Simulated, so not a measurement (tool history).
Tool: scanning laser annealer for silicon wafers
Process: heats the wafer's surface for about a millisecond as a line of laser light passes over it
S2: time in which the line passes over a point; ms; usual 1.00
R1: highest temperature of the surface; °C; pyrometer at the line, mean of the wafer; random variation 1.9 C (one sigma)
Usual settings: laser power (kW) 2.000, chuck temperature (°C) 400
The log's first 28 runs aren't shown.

run 29 hour=222.5 | laser_power_(kW)=1.975 S2=0.91 chuck_temperature_(°C)=379 | R1=1066
run 30 hour=230.8 | laser_power_(kW)=2.108 S2=0.70 chuck_temperature_(°C)=426 | R1=1074
run 31 hour=236.4 | laser_power_(kW)=2.108 S2=1.10 chuck_temperature_(°C)=389 | R1=1207
run 32 hour=243.4 | laser_power_(kW)=2.108 S2=0.95 chuck_temperature_(°C)=389 | R1=1146
run 33 hour=254.4 | laser_power_(kW)=2.140 S2=1.11 chuck_temperature_(°C)=417 | R1=1252
run 34 hour=260.5 | laser_power_(kW)=2.000 S2=0.96 chuck_temperature_(°C)=400 | R1=1113
run 35 hour=268.0 | laser_power_(kW)=2.000 S2=0.96 chuck_temperature_(°C)=404 | R1=1115
-- hour=272.5 laser's power meter calibrated, once more
run 36 hour=275.7 | laser_power_(kW)=2.000 S2=0.96 chuck_temperature_(°C)=404 | R1=1116
run 37 hour=282.7 | laser_power_(kW)=1.881 S2=0.72 chuck_temperature_(°C)=410 | R1=982
run 38 hour=293.3 | laser_power_(kW)=2.067 S2=0.84 chuck_temperature_(°C)=401 | R1=1096
run 39 hour=301.9 | laser_power_(kW)=2.003 S2=0.85 chuck_temperature_(°C)=381 | R1=1056
run 40 hour=308.1 | laser_power_(kW)=1.758 S2=0.81 chuck_temperature_(°C)=405 | R1=964

Forecast each of these 3 alternatives for the next run:
run A hour=317.0 | laser_power_(kW)=1.800 S2=0.81 chuck_temperature_(°C)=429 | R1=?
run B hour=317.0 | laser_power_(kW)=1.800 S2=0.71 chuck_temperature_(°C)=438 | R1=?
run C hour=317.0 | laser_power_(kW)=1.979 S2=0.82 chuck_temperature_(°C)=368 | R1=?

run=A R1=1003
run=B R1=978
run=C R1=1018
Without the tool's hidden state the same runs would have given:
run=A R1=1021
run=B R1=995
run=C R1=1038
